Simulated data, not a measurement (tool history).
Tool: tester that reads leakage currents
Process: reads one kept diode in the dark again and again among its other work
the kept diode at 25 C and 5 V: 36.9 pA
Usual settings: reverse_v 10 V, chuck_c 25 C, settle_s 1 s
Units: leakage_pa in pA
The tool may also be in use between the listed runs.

| run | hour | reverse_v | chuck_c | settle_s | leakage_pa |
|---|---|---|---|---|---|
| 1 | 0 | 10 | 25 | 1 | 59.77 |
| 2 | 23.5 | 10.6 | 25 | 1 | 62.14 |
| 3 | 48.8 | 10.6 | 25 | 0.63 | 64.48 |
| 4 | 79.4 | 10.6 | 25 | 0.63 | 64.61 |
| 5 | 104.2 | 10.6 | 25 | 0.63 | 64.68 |
| 6 | 138.7 | 10 | 25 | 1 | 59.9 |
| 7 | 161.9 | 10 | 25 | 1 | 59.82 |
| 8 | 197.8 | 10 | 25 | 0.6 | 62.27 |
| 9 | 226.6 | 10 | 25 | 0.6 | 62.31 |
| 10 | 245.7 | 5 | 25 | 2.64 | 37.89 |
| 11 | 264.4 | 3 | 52 | 1 | 196.35 |
| 12 | 299.9 | 3 | 20 | 1 | 19.43 |
|  | 306.9 | chuck's temperature calibrated |
| 13 | 317.8 | 3 | 20 | 1 | 19.5 |
| 14 | 344.5 | 4 | 23 | 3.82 | 28.19 |
| 15 | 367.6 | 1.6 | 42 | 1 | 68.16 |

Forecast each of these 3 alternatives for the next run:
| A | 405.6 | 10 | 26 | 1 | ? |
| B | 405.6 | 1.6 | 52 | 1 | ? |
| C | 405.6 | 1.9 | 50 | 1.18 | ? |

| run | leakage_pa |
|---|---|
| A | 64.33 |
| B | 135.05 |
| C | 130.56 |
Without the tool's hidden state the same runs would have given:
| run | leakage_pa |
|---|---|
| A | 64.24 |
| B | 135.03 |
| C | 130.54 |

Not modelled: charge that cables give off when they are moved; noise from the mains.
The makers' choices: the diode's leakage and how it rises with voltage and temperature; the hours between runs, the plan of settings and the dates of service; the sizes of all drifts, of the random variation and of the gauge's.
